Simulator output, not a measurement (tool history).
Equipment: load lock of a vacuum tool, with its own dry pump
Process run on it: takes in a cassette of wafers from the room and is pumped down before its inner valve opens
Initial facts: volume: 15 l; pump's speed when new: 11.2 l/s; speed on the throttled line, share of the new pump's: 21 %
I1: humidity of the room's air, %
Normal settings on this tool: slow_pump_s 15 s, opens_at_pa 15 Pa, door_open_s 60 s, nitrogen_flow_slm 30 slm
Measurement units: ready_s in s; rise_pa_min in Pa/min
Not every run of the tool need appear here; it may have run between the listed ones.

Run 1, day 0.000: usual settings; I1 45.7. Result: ready_s 23.7 s, rise_pa_min 0.040 Pa/min.
Run 2, day 21.579: usual settings; I1 47.7. Result: ready_s 23.8 s, rise_pa_min 0.038 Pa/min.
Run 3, day 35.104: usual settings but slow_pump_s 20 s; I1 44.8. Result: ready_s 27.9 s, rise_pa_min 0.040 Pa/min.
Run 4, day 59.038: usual settings; I1 45.8. Result: ready_s 23.7 s, rise_pa_min 0.031 Pa/min.
Run 5, day 82.888: usual settings; I1 46.5. Result: ready_s 23.8 s, rise_pa_min 0.041 Pa/min.
Run 6, day 99.496: usual settings; I1 47.0. Result: ready_s 23.6 s, rise_pa_min 0.033 Pa/min.
Run 7, day 111.062: usual settings but door_open_s 104 s, nitrogen_flow_slm 18 slm; I1 45.1. Result: ready_s 23.6 s, rise_pa_min 0.053 Pa/min.
Run 8, day 132.825: usual settings but slow_pump_s 21 s, door_open_s 83 s, nitrogen_flow_slm 18 slm; I1 43.3. Result: ready_s 28.6 s, rise_pa_min 0.044 Pa/min.
Run 9, day 155.954: usual settings but slow_pump_s 21 s, door_open_s 83 s, nitrogen_flow_slm 18 slm; I1 45.0. Result: ready_s 28.7 s, rise_pa_min 0.044 Pa/min.
Run 10, day 167.058: usual settings but slow_pump_s 10 s, opens_at_pa 10 Pa, door_open_s 121 s, nitrogen_flow_slm 33 slm; I1 43.2. Result: ready_s 20.4 s, rise_pa_min 0.045 Pa/min.
Run 11, day 188.296: usual settings but slow_pump_s 21 s, opens_at_pa 10 Pa, door_open_s 37 s, nitrogen_flow_slm 25 slm; I1 46.0. Result: ready_s 29.1 s, rise_pa_min 0.032 Pa/min.

Not shown: 1 entry that the log had between the listed runs. Between which runs, and how does the tool's hidden state differ before and after?
Logged between run 1 and run 2: dry pump taken out, an overhauled one fitted (day 2.733)
  pump's speed, % of a new pump's: 99.9 -> 100

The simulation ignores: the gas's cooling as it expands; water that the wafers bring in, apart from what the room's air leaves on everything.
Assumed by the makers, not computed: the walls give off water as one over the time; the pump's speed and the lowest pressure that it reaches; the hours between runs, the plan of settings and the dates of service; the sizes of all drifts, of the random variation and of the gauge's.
